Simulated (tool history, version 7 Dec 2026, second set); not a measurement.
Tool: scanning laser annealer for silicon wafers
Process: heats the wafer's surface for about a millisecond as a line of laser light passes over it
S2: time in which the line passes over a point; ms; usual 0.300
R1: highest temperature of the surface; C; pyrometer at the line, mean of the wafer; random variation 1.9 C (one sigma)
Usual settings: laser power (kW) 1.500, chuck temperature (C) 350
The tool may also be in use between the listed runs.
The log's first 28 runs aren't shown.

Run 29, hour 284.4: usual settings but laser power (kW) 1.610, S2 0.314 ms, chuck temperature (C) 374. Result: R1 1271 C.
Run 30, hour 292.1: usual settings but laser power (kW) 1.610, S2 0.314 ms, chuck temperature (C) 374. Result: R1 1274 C.
Run 31, hour 306.1: usual settings but laser power (kW) 1.610, S2 0.314 ms, chuck temperature (C) 375. Result: R1 1272 C.
Run 32, hour 315.9: usual settings but laser power (kW) 1.610, S2 0.314 ms, chuck temperature (C) 375. Result: R1 1274 C.
Run 33, hour 329.1: usual settings but laser power (kW) 1.610, S2 0.314 ms, chuck temperature (C) 375. Result: R1 1272 C.
Run 34, hour 334.9: usual settings but laser power (kW) 1.581, S2 0.299 ms. Result: R1 1213 C.
Run 35, hour 347.8: usual settings but laser power (kW) 1.645, chuck temperature (C) 364. Result: R1 1260 C.
Run 36, hour 357.3: usual settings but laser power (kW) 1.558, chuck temperature (C) 380. Result: R1 1226 C.
Run 37, hour 367.3: usual settings but laser power (kW) 1.648, chuck temperature (C) 389. Result: R1 1289 C.
Run 38, hour 375.9: usual settings but laser power (kW) 1.648, chuck temperature (C) 389. Result: R1 1289 C.
Run 39, hour 388.1: usual settings but laser power (kW) 1.554, chuck temperature (C) 336. Result: R1 1181 C.
Run 40, hour 396.4: usual settings but laser power (kW) 1.554, chuck temperature (C) 336. Result: R1 1180 C.

Forecast each of these 5 alternatives for the next run:
Run A, hour 402.4: usual settings but laser power (kW) 1.554, S2 0.310 ms, chuck temperature (C) 336. Result: R1 ?.
Run B, hour 402.4: usual settings but chuck temperature (C) 311. Result: R1 ?.
Run C, hour 402.4: usual settings but laser power (kW) 1.402, S2 0.378 ms, chuck temperature (C) 326. Result: R1 ?.
Run D, hour 402.4: usual settings but laser power (kW) 1.554, S2 0.363 ms, chuck temperature (C) 378. Result: R1 ?.
Run E, hour 402.4: usual settings but laser power (kW) 1.356, S2 0.314 ms, chuck temperature (C) 339. Result: R1 ?.

run    R1
  A  1195
  B  1126
  C  1173
  D  1304
  E  1089
Without the tool's hidden state the same runs would have given:
run    R1
  A  1215
  B  1146
  C  1193
  D  1326
  E  1107
